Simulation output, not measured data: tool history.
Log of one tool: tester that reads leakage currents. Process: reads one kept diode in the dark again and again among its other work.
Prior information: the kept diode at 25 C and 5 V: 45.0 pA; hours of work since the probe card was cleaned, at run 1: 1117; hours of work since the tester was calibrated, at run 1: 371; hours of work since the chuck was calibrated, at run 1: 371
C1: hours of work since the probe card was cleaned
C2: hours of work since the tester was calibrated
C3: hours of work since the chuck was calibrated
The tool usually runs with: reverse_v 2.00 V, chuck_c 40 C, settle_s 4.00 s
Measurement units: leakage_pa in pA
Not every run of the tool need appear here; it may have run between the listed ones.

Run 1, hour 0.0: usual settings; C1 1117; C2 371; C3 371. Result: leakage_pa 98.26 pA.
Run 2, hour 196.8: usual settings; C1 1270; C2 523; C3 523. Result: leakage_pa 97.31 pA.
Run 3, hour 321.5: usual settings but settle_s 6.78 s; C1 1366; C2 620; C3 620. Result: leakage_pa 96.37 pA.
Run 4, hour 506.5: usual settings but reverse_v 2.41 V; C1 1510; C2 763; C3 763. Result: leakage_pa 106.18 pA.
Run 5, hour 625.2: usual settings but reverse_v 3.68 V; C1 1602; C2 855; C3 855. Result: leakage_pa 132.01 pA.
Run 6, hour 802.5: usual settings; C1 1739; C2 992; C3 992. Result: leakage_pa 94.98 pA.
Run 7, hour 926.9: usual settings; C1 1835; C2 1089; C3 1089. Result: leakage_pa 94.62 pA.
Run 8, hour 1051.7: usual settings; C1 1932; C2 1185; C3 1185. Result: leakage_pa 93.98 pA.
At hour 1196.6: chuck's temperature calibrated.
Run 9, hour 1249.9: usual settings; C1 2084; C2 1337; C3 41. Result: leakage_pa 101.97 pA.
Run 10, hour 1354.9: usual settings but settle_s 0.52 s; C1 2165; C2 1419; C3 123. Result: leakage_pa 102.86 pA.
Run 11, hour 1493.2: usual settings but chuck_c 34 C; C1 2272; C2 1526; C3 230. Result: leakage_pa 61.96 pA.
At hour 1524.2: probe card cleaned and baked.
Run 12, hour 1618.5: usual settings but settle_s 0.48 s; C1 73; C2 1621; C3 324. Result: leakage_pa 99.78 pA.
Run 13, hour 1812.9: usual settings; C1 224; C2 1771; C3 475. Result: leakage_pa 97.81 pA.
Run 14, hour 2046.9: usual settings; C1 405; C2 1952; C3 656. Result: leakage_pa 97.48 pA.
Run 15, hour 2213.7: usual settings; C1 534; C2 2082; C3 786. Result: leakage_pa 95.82 pA.
Run 16, hour 2394.0: usual settings; C1 674; C2 2221; C3 925. Result: leakage_pa 95.06 pA.
Run 17, hour 2564.3: usual settings but settle_s 3.66 s; C1 806; C2 2353; C3 1057. Result: leakage_pa 95.23 pA.
Run 18, hour 2716.1: usual settings but settle_s 3.66 s; C1 923; C2 2471; C3 1175. Result: leakage_pa 94.37 pA.
At hour 2878.1: tester calibrated.
At hour 2880.1: chuck's temperature calibrated.
Run 19, hour 2918.5: usual settings but settle_s 3.66 s; C1 1077; C2 30; C3 30. Result: leakage_pa 101.84 pA.
Run 20, hour 3046.7: usual settings but settle_s 3.66 s; C1 1176; C2 129; C3 129. Result: leakage_pa 100.72 pA.
Run 21, hour 3219.0: usual settings but settle_s 3.66 s; C1 1310; C2 262; C3 262. Result: leakage_pa 100.57 pA.
Run 22, hour 3464.9: usual settings but chuck_c 24 C, settle_s 1.75 s; C1 1500; C2 453; C3 453. Result: leakage_pa 26.21 pA.
Run 23, hour 3691.4: usual settings but chuck_c 50 C, settle_s 0.53 s; C1 1676; C2 628; C3 628. Result: leakage_pa 218.38 pA.
Run 24, hour 3913.3: usual settings but chuck_c 50 C, settle_s 0.53 s; C1 1848; C2 800; C3 800. Result: leakage_pa 216.20 pA.
Run 25, hour 4064.6: usual settings but reverse_v 1.61 V, chuck_c 50 C, settle_s 0.70 s; C1 1965; C2 918; C3 918. Result: leakage_pa 191.05 pA.
Run 26, hour 4202.5: usual settings but reverse_v 15.58 V, chuck_c 41 C, settle_s 8.80 s; C1 2072; C2 1024; C3 1024. Result: leakage_pa 315.82 pA.
Run 27, hour 4337.1: usual settings but reverse_v 8.10 V, chuck_c 21 C; C1 2176; C2 1129; C3 1129. Result: leakage_pa 46.07 pA.
Run 28, hour 4452.3: usual settings but reverse_v 8.10 V, chuck_c 21 C; C1 2265; C2 1218; C3 1218. Result: leakage_pa 45.84 pA.

Run 29 is up next; what results do you expect?
At hour 4501.2: probe card cleaned and baked.
At hour 4571.0: chuck's temperature calibrated.
Run 29, hour 4627.3: usual settings but reverse_v 1.42 V, chuck_c 21 C, settle_s 1.66 s; C1 96; C2 1350; C3 44. Result: leakage_pa ?.

Run 29 came out at leakage_pa 16.36 pA.
With the hidden condition absent and the run-to-run variation left alone, this run would have shown leakage_pa 16.36 pA.

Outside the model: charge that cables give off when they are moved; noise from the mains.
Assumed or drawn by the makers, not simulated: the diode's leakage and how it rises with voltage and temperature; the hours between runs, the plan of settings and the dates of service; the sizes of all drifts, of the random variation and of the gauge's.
